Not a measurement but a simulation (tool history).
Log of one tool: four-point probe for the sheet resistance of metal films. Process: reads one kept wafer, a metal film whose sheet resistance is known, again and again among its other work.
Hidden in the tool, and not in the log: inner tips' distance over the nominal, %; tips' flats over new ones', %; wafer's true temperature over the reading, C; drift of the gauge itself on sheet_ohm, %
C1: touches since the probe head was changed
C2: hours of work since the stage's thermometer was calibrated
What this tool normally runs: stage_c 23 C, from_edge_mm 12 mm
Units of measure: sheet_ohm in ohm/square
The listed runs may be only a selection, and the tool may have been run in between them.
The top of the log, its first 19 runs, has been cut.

At hour 533.6: stage's thermometer calibrated.
Run 20, hour 576.6: usual settings but stage_c 21 C, from_edge_mm 30 mm; C1 31582; C2 17. Result: sheet_ohm 0.092199 ohm/square.
Run 21, hour 598.1: usual settings but stage_c 21 C, from_edge_mm 30 mm; C1 32062; C2 26. Result: sheet_ohm 0.092185 ohm/square.
Run 22, hour 624.9: usual settings but stage_c 18 C, from_edge_mm 38 mm; C1 32661; C2 37. Result: sheet_ohm 0.092042 ohm/square.
Run 23, hour 660.8: usual settings but stage_c 29 C, from_edge_mm 4 mm; C1 33461; C2 52. Result: sheet_ohm 0.093263 ohm/square.
At hour 680.1: stage's thermometer calibrated, once more.
Run 24, hour 699.1: usual settings but stage_c 29 C, from_edge_mm 4 mm; C1 34305; C2 8. Result: sheet_ohm 0.093137 ohm/square.
Run 25, hour 728.2: usual settings but stage_c 29 C, from_edge_mm 4 mm; C1 34953; C2 19. Result: sheet_ohm 0.093124 ohm/square.
Run 26, hour 768.4: usual settings but stage_c 29 C, from_edge_mm 4 mm; C1 35851; C2 36. Result: sheet_ohm 0.093088 ohm/square.
Run 27, hour 812.5: usual settings but stage_c 28 C, from_edge_mm 16 mm; C1 36835; C2 54. Result: sheet_ohm 0.092368 ohm/square.
Run 28, hour 842: usual settings but stage_c 28 C, from_edge_mm 16 mm; C1 37493; C2 66. Result: sheet_ohm 0.092348 ohm/square.
Run 29, hour 886.5: usual settings but stage_c 24 C; C1 38486; C2 84. Result: sheet_ohm 0.092222 ohm/square.
Run 30, hour 922.4: usual settings but stage_c 24 C; C1 39288; C2 98. Result: sheet_ohm 0.092207 ohm/square.
Run 31, hour 947.5: usual settings but stage_c 24 C; C1 39847; C2 109. Result: sheet_ohm 0.092255 ohm/square.
Run 32, hour 987: usual settings but stage_c 24 C; C1 40730; C2 125. Result: sheet_ohm 0.092232 ohm/square.
Run 33, hour 1009.8: usual settings but stage_c 24 C; C1 41239; C2 134. Result: sheet_ohm 0.092241 ohm/square.
Run 34, hour 1030.3: usual settings but stage_c 24 C; C1 41695; C2 142. Result: sheet_ohm 0.092213 ohm/square.
Run 35, hour 1070.7: usual settings but stage_c 28 C, from_edge_mm 50 mm; C1 42596; C2 159. Result: sheet_ohm 0.09232 ohm/square.

Forecast each of these 5 alternatives for the next run:
Run A, hour 1108: usual settings but stage_c 26 C, from_edge_mm 50 mm; C1 43430; C2 174. Result: sheet_ohm ?.
Run B, hour 1108: usual settings but stage_c 29 C, from_edge_mm 54 mm; C1 43430; C2 174. Result: sheet_ohm ?.
Run C, hour 1108: usual settings but stage_c 35 C, from_edge_mm 10 mm; C1 43430; C2 174. Result: sheet_ohm ?.
Run D, hour 1108: usual settings but stage_c 24 C, from_edge_mm 4 mm; C1 43430; C2 174. Result: sheet_ohm ?.
Run E, hour 1108: usual settings but stage_c 30 C, from_edge_mm 31 mm; C1 43430; C2 174. Result: sheet_ohm ?.

run  sheet_ohm
  A   0.092186
  B   0.092323
  C   0.092674
  D    0.09288
  E   0.092376
Without the tool's hidden state the same runs would have given:
run  sheet_ohm
  A   0.091895
  B   0.092032
  C   0.092382
  D   0.092587
  E   0.092085
